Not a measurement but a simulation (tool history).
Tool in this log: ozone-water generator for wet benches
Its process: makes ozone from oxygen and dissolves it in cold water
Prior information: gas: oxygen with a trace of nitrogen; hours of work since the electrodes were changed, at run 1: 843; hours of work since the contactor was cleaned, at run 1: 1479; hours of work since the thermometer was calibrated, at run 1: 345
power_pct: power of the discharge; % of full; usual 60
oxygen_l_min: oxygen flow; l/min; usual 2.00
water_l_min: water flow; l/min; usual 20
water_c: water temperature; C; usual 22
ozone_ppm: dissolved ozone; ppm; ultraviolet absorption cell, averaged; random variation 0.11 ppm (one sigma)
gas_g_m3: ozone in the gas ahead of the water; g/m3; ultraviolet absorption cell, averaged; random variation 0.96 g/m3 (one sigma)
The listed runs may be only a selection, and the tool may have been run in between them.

run	hour	power_pct	oxygen_l_min	water_l_min	water_c	hours of work since the electrodes were changed	hours of work since the contactor was cleaned	hours of work since the thermometer was calibrated	ozone_ppm	gas_g_m3
1	0.0	60	2.00	20	22	843	1479	345	7.3	161.0
2	67.3	60	2.00	20	22	893	1528	394	7.1	161.2
3	161.2	60	2.00	20	22	962	1597	463	7.2	160.1
4	247.8	60	2.00	26	22	1025	1661	527	5.5	160.8
5	330.1	60	2.00	20	23	1086	1721	587	7.2	160.0
6	424.3	60	2.00	20	23	1155	1790	656	7.1	158.9
7	520.8	60	2.00	20	23	1226	1861	727	7.1	159.9
8	569.4	60	2.00	20	23	1261	1897	763	7.1	159.2
9	611.8	60	2.00	20	25	1292	1928	794	6.8	156.9
10	693.0	60	2.00	20	25	1352	1987	853	7.1	160.6
11	769.5	52	2.00	20	26	1408	2043	910	6.2	142.7
12	824.2	60	2.00	17	27	1448	2084	950	7.7	159.8
13	870.5	60	1.11	20	22	1482	2118	984	5.5	201.9
14	924.6	96	2.00	20	15	1522	2157	1023	10.5	225.0
15	992.5	60	2.00	20	29	1572	2207	1073	6.6	159.3
16	1066.3	62	2.00	30	29	1626	2261	1127	4.8	163.9
17	1114.9	48	2.00	13	23	1662	2297	1163	8.7	135.0
18	1175.7	48	2.00	13	23	1706	2342	1208	8.4	132.4
19	1232.4	60	1.84	20	25	1748	2383	1249	6.5	161.9
20	1333.4	60	3.38	14	25	1822	2457	1323	10.4	129.3

Predict each of these 5 candidate next runs independently; none follows another, all start after run 20:
A	1429.7	95	3.38	14	25	1893	2528	1394	?	?
B	1429.7	95	3.38	14	25	1893	2528	1394	?	?
C	1429.7	40	1.25	22	22	1893	2528	1394	?	?
D	1429.7	60	2.00	22	22	1893	2528	1394	?	?
E	1429.7	60	2.90	18	22	1893	2528	1394	?	?

run	ozone_ppm	gas_g_m3
A	14.2	180.6
B	14.4	180.3
C	3.9	141.2
D	6.2	157.5
E	8.4	136.1
Stripped of hidden state, with their random variation kept, the same runs would have yielded:
run	ozone_ppm	gas_g_m3
A	15.4	188.3
B	15.6	188.1
C	4.2	144.0
D	6.7	162.4
E	9.0	140.3
